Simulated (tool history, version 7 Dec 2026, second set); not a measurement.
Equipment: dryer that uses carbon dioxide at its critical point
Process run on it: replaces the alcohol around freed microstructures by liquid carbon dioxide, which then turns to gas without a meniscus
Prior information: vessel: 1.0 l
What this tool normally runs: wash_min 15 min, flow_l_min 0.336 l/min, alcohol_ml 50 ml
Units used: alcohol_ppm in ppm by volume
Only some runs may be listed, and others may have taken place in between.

run,day,wash_min,flow_l_min,alcohol_ml,alcohol_ppm
1,0,15,0.336,50,1915
2,1.062,15,0.336,50,1986
3,1.671,15,0.336,50,1957
4,2.446,15,0.336,50,1939
5,3.225,15,0.336,50,1966
6,3.896,15,0.336,71,2819
7,4.883,15,0.336,71,2836
8,5.808,14,0.336,71,3554
9,6.567,14,0.336,71,3687
10,7.133,14,0.336,71,3586
11,7.679,15,0.336,50,2112
12,8.675,15,0.336,29,1334
13,9.358,15,0.336,29,1317
14,10.288,15,0.336,116,4955
15,10.746,15,0.336,116,5074
# day 11.229: inlet filter changed
16,11.508,15,0.485,50,354
17,12.083,15,0.485,50,350
18,13.162,15,0.336,50,1530
19,14.146,15,0.336,32,1051
20,15.225,15,0.336,50,1625
21,16.004,10,0.336,50,5035
22,17.017,10,0.336,50,5018
23,18.046,10,0.336,50,5134
24,18.562,10,0.244,83,16679
25,19.454,12,0.252,88,12113
26,20.183,19,0.236,36,2058
27,20.8,19,0.236,36,2026
28,21.771,16,0.336,71,2088
29,22.638,21,0.336,27,355
30,23.296,12,0.385,47,2209
31,23.833,12,0.385,47,2237
32,24.642,10,0.385,69,5287
33,25.242,10,0.385,69,5458
34,26.096,22,0.563,38,138
35,26.921,22,0.563,38,140
36,27.383,16,0.265,33,2280
37,28.154,16,0.371,33,798
38,28.912,22,0.355,47,427
39,29.667,22,0.355,47,439
40,30.129,22,0.355,47,449
41,30.65,22,0.355,47,435
42,31.45,22,0.355,47,442
43,31.979,22,0.355,47,463
44,32.746,11,0.221,31,7202
45,33.592,11,0.367,31,2539
46,34.338,11,0.367,31,2540

How would selected steps in alcohol_ppm from run to run divide? Give the signed amount a tool lacking its hidden state would still show from settings, what came in and random variation, and the signed amount left for the hidden state, including any gauge scatter that is not in both of the compared results.
What the log doesn't record here: flow that reaches the vessel past the clogged filter, %; alcohol in the recycled carbon dioxide, ppm; drift of the gauge itself on alcohol_ppm, %.
Run 13 -> 14: alcohol_ml 29 -> 116. alcohol_ppm +3638 ppm by volume: hidden state +1338, all else +2300.
Run 15 -> 16: flow_l_min 0.336 -> 0.485, alcohol_ml 116 -> 50, inlet filter changed. alcohol_ppm -4720 ppm by volume: hidden state -1825, all else -2895.
Run 23 -> 24: flow_l_min 0.336 -> 0.244, alcohol_ml 50 -> 83. alcohol_ppm +11545 ppm by volume: hidden state +734, all else +10811.
Run 25 -> 26: wash_min 12 -> 19, flow_l_min 0.252 -> 0.236, alcohol_ml 88 -> 36. alcohol_ppm -10055 ppm by volume: hidden state -901, all else -9154.
Run 43 -> 44: wash_min 22 -> 11, flow_l_min 0.355 -> 0.221, alcohol_ml 47 -> 31. alcohol_ppm +6739 ppm by volume: hidden state +1083, all else +5656.
